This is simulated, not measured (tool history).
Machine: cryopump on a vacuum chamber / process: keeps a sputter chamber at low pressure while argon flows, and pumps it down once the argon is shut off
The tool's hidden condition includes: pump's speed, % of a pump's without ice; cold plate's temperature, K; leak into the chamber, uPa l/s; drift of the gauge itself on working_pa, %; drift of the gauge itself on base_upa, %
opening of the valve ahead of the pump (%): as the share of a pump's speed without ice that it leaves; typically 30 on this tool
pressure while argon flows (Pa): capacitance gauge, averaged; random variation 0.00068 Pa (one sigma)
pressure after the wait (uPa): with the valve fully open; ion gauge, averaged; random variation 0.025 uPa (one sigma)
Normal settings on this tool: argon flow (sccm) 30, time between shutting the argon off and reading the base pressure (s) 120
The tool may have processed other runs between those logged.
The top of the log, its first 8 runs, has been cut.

run    hour  argon flow (sccm)  time between shutting the argon off and reading the base pressure (s)  opening of the valve ahead of the pump (%)  hours of work since the pump was warmed up and emptied  hours of work since the cold head was overhauled  hours of work since the chamber's fittings were tightened  pressure while argon flows (Pa)  pressure after the wait (uPa)
  9   639.2                 30                                                                    137                                          39                                                     213                                              1801                                                       2262                           0.0941                           2.15
 10   718.6                 20                                                                    120                                          30                                                     276                                              1864                                                       2325                           0.0835                           2.37
      725.8  -- leaking fittings of the chamber tightened, without venting
 11   785.8                 20                                                                    120                                          30                                                     327                                              1916                                                         47                           0.0836                           1.18
 12   878.1                 26                                                                    120                                          30                                                     400                                              1989                                                        120                           0.1118                           1.26
 13   965.8                 26                                                                    120                                          30                                                     469                                              2058                                                        190                           0.1143                           1.33
     1012.1  -- pump warmed up, emptied and cooled again
 14  1039.2                 30                                                                    120                                          30                                                      21                                              2112                                                        244                           0.1165                           1.19
 15  1120.2                 30                                                                    120                                          30                                                      85                                              2176                                                        308                           0.1181                           1.20
 16  1199.8                 30                                                                    120                                          30                                                     148                                              2239                                                        371                           0.1210                           1.29
 17  1290.6                 30                                                                    120                                          30                                                     220                                              2310                                                        442                           0.1234                           1.27
 18  1356.7                 30                                                                    120                                          21                                                     272                                              2363                                                        495                           0.1723                           1.42
 19  1440.7                 12                                                                     43                                          51                                                     339                                              2429                                                        561                           0.0319                           3.09
 20  1496.8                 41                                                                    272                                          31                                                     383                                              2473                                                        605                           0.1697                           1.06
 21  1608.1                 24                                                                     43                                          28                                                     471                                              2561                                                        693                           0.1115                           3.10
     1656.4  -- pump warmed up, emptied and cooled again
 22  1716.8                 24                                                                     43                                          28                                                      48                                              2643                                                        775                           0.1011                           2.96
 23  1782.5                 24                                                                     43                                          28                                                     100                                              2695                                                        827                           0.1015                           3.05
 24  1860.6                 24                                                                    105                                          16                                                     161                                              2757                                                        889                           0.1770                           1.69
 25  1963.9                 58                                                                     29                                          30                                                     243                                              2838                                                        970                           0.2384                           4.25
 26  2047.0                 58                                                                     29                                          52                                                     309                                              2904                                                       1036                           0.1481                           4.35
 27  2148.3                 25                                                                     42                                          16                                                     389                                              2984                                                       1116                           0.1917                           3.36
 28  2252.0                 30                                                                     73                                          30                                                     471                                              3066                                                       1198                           0.1325                           2.55
     2296.9  -- pump warmed up, emptied and cooled again
 29  2363.5                 14                                                                     73                                          30                                                      53                                              3150                                                       1282                           0.0548                           2.29
 30  2465.0                 26                                                                    136                                          25                                                     133                                              3230                                                       1362                           0.1233                           1.69
 31  2523.8                 14                                                                     38                                          50                                                     179                                              3277                                                       1409                           0.0352                           3.71
 32  2608.7                 14                                                                     38                                          50                                                     246                                              3344                                                       1476                           0.0353                           3.68
 33  2716.6                 14                                                                     38                                          50                                                     332                                              3429                                                       1561                           0.0383                           3.91

3 options for the next run, each taken on its own from the tool as it stands now. Forecast them:
  A  2779.4                 15                                                                     33                                          16                                                     381                                              3479                                                       1611                                ?                              ?
  B  2779.4                 20                                                                     38                                          50                                                     381                                              3479                                                       1611                                ?                              ?
  C  2779.4                 47                                                                     53                                          30                                                     381                                              3479                                                       1611                                ?                              ?

run  pressure while argon flows (Pa)  pressure after the wait (uPa)
  A                           0.1143                           4.40
  B                           0.0548                           3.98
  C                           0.2001                           3.15
Stripped of hidden state, with their random variation kept, the same runs would have yielded:
run  pressure while argon flows (Pa)  pressure after the wait (uPa)
  A                           0.1080                           3.32
  B                           0.0463                           2.91
  C                           0.1802                           2.09
